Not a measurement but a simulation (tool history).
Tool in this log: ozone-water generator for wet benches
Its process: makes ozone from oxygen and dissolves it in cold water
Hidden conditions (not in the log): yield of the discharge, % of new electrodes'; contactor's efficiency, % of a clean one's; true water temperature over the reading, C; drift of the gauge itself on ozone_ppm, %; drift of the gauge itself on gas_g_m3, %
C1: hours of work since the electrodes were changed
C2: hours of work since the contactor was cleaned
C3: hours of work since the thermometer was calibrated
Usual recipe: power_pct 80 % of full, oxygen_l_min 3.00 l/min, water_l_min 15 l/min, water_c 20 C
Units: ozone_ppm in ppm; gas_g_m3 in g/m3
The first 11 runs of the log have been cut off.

{"run": 12, "day": 20.6, "power_pct": 49, "oxygen_l_min": 3.0, "water_l_min": 15, "water_c": 20, "C1": 1946, "C2": 6886, "C3": 3046, "ozone_ppm": 10.3, "gas_g_m3": 153.8}
{"run": 13, "day": 22.546, "power_pct": 80, "oxygen_l_min": 3.0, "water_l_min": 15, "water_c": 19, "C1": 1979, "C2": 6919, "C3": 3079, "ozone_ppm": 15.8, "gas_g_m3": 228.9}
{"day": 22.871, "done": "water thermometer calibrated"}
{"run": 14, "day": 23.725, "power_pct": 80, "oxygen_l_min": 3.0, "water_l_min": 24, "water_c": 19, "C1": 1999, "C2": 6939, "C3": 15, "ozone_ppm": 9.1, "gas_g_m3": 227.3}
{"run": 15, "day": 26.354, "power_pct": 42, "oxygen_l_min": 3.0, "water_l_min": 24, "water_c": 19, "C1": 2044, "C2": 6984, "C3": 60, "ozone_ppm": 5.2, "gas_g_m3": 135.7}
{"run": 16, "day": 28.754, "power_pct": 42, "oxygen_l_min": 3.0, "water_l_min": 24, "water_c": 19, "C1": 2086, "C2": 7025, "C3": 101, "ozone_ppm": 5.5, "gas_g_m3": 135.4}
{"run": 17, "day": 31.112, "power_pct": 80, "oxygen_l_min": 3.0, "water_l_min": 15, "water_c": 20, "C1": 2126, "C2": 7066, "C3": 142, "ozone_ppm": 15.9, "gas_g_m3": 230.7}
{"run": 18, "day": 33.021, "power_pct": 80, "oxygen_l_min": 3.0, "water_l_min": 18, "water_c": 20, "C1": 2159, "C2": 7099, "C3": 174, "ozone_ppm": 12.8, "gas_g_m3": 228.9}
{"run": 19, "day": 34.658, "power_pct": 80, "oxygen_l_min": 3.0, "water_l_min": 18, "water_c": 20, "C1": 2187, "C2": 7127, "C3": 203, "ozone_ppm": 12.9, "gas_g_m3": 229.9}
{"run": 20, "day": 35.788, "power_pct": 91, "oxygen_l_min": 2.53, "water_l_min": 14, "water_c": 18, "C1": 2206, "C2": 7146, "C3": 222, "ozone_ppm": 19.7, "gas_g_m3": 287.2}
{"run": 21, "day": 37.079, "power_pct": 49, "oxygen_l_min": 3.0, "water_l_min": 10, "water_c": 13, "C1": 2229, "C2": 7168, "C3": 244, "ozone_ppm": 17.3, "gas_g_m3": 154.1}
{"run": 22, "day": 38.279, "power_pct": 40, "oxygen_l_min": 5.34, "water_l_min": 23, "water_c": 13, "C1": 2249, "C2": 7189, "C3": 265, "ozone_ppm": 5.6, "gas_g_m3": 87.9}
{"run": 23, "day": 39.983, "power_pct": 40, "oxygen_l_min": 5.34, "water_l_min": 23, "water_c": 13, "C1": 2279, "C2": 7218, "C3": 294, "ozone_ppm": 5.7, "gas_g_m3": 87.7}
{"run": 24, "day": 42.129, "power_pct": 55, "oxygen_l_min": 3.0, "water_l_min": 10, "water_c": 20, "C1": 2315, "C2": 7255, "C3": 331, "ozone_ppm": 17.2, "gas_g_m3": 168.6}
{"run": 25, "day": 43.904, "power_pct": 55, "oxygen_l_min": 4.9, "water_l_min": 10, "water_c": 18, "C1": 2346, "C2": 7286, "C3": 361, "ozone_ppm": 16.1, "gas_g_m3": 122.0}
{"run": 26, "day": 45.542, "power_pct": 55, "oxygen_l_min": 4.9, "water_l_min": 11, "water_c": 18, "C1": 2374, "C2": 7314, "C3": 389, "ozone_ppm": 14.6, "gas_g_m3": 120.6}
{"run": 27, "day": 48.292, "power_pct": 72, "oxygen_l_min": 2.37, "water_l_min": 15, "water_c": 14, "C1": 2421, "C2": 7361, "C3": 437, "ozone_ppm": 15.6, "gas_g_m3": 250.6}
{"run": 28, "day": 50.692, "power_pct": 72, "oxygen_l_min": 2.37, "water_l_min": 15, "water_c": 19, "C1": 2463, "C2": 7402, "C3": 478, "ozone_ppm": 15.1, "gas_g_m3": 253.3}
{"run": 29, "day": 52.846, "power_pct": 80, "oxygen_l_min": 2.3, "water_l_min": 15, "water_c": 21, "C1": 2500, "C2": 7439, "C3": 515, "ozone_ppm": 15.5, "gas_g_m3": 276.8}
{"run": 30, "day": 54.583, "power_pct": 71, "oxygen_l_min": 3.04, "water_l_min": 15, "water_c": 21, "C1": 2529, "C2": 7469, "C3": 545, "ozone_ppm": 14.0, "gas_g_m3": 209.4}
{"run": 31, "day": 56.433, "power_pct": 58, "oxygen_l_min": 2.79, "water_l_min": 12, "water_c": 13, "C1": 2561, "C2": 7501, "C3": 577, "ozone_ppm": 16.7, "gas_g_m3": 189.1}
{"run": 32, "day": 57.746, "power_pct": 80, "oxygen_l_min": 4.19, "water_l_min": 16, "water_c": 20, "C1": 2584, "C2": 7523, "C3": 599, "ozone_ppm": 14.0, "gas_g_m3": 185.1}
{"run": 33, "day": 59.679, "power_pct": 42, "oxygen_l_min": 4.19, "water_l_min": 17, "water_c": 25, "C1": 2617, "C2": 7557, "C3": 632, "ozone_ppm": 7.1, "gas_g_m3": 110.1}
{"run": 34, "day": 62.446, "power_pct": 51, "oxygen_l_min": 4.62, "water_l_min": 17, "water_c": 21, "C1": 2665, "C2": 7604, "C3": 680, "ozone_ppm": 8.9, "gas_g_m3": 119.2}

Consider 3 possible next runs. They are alternatives, not a sequence: every one starts from the tool as it was left by run 34. What does each give?
{"run": "A", "day": 63.988, "power_pct": 51, "oxygen_l_min": 4.62, "water_l_min": 17, "water_c": 14, "C1": 2691, "C2": 7631, "C3": 706, "ozone_ppm": "?", "gas_g_m3": "?"}
{"run": "B", "day": 63.988, "power_pct": 51, "oxygen_l_min": 4.65, "water_l_min": 17, "water_c": 21, "C1": 2691, "C2": 7631, "C3": 706, "ozone_ppm": "?", "gas_g_m3": "?"}
{"run": "C", "day": 63.988, "power_pct": 51, "oxygen_l_min": 3.0, "water_l_min": 22, "water_c": 12, "C1": 2691, "C2": 7631, "C3": 706, "ozone_ppm": "?", "gas_g_m3": "?"}

run=A ozone_ppm=9.7 gas_g_m3=119.5
run=B ozone_ppm=9.0 gas_g_m3=119.0
run=C ozone_ppm=7.3 gas_g_m3=161.3
Without the tool's hidden state the same runs would have given:
run=A ozone_ppm=9.7 gas_g_m3=116.7
run=B ozone_ppm=9.0 gas_g_m3=116.2
run=C ozone_ppm=7.3 gas_g_m3=157.5
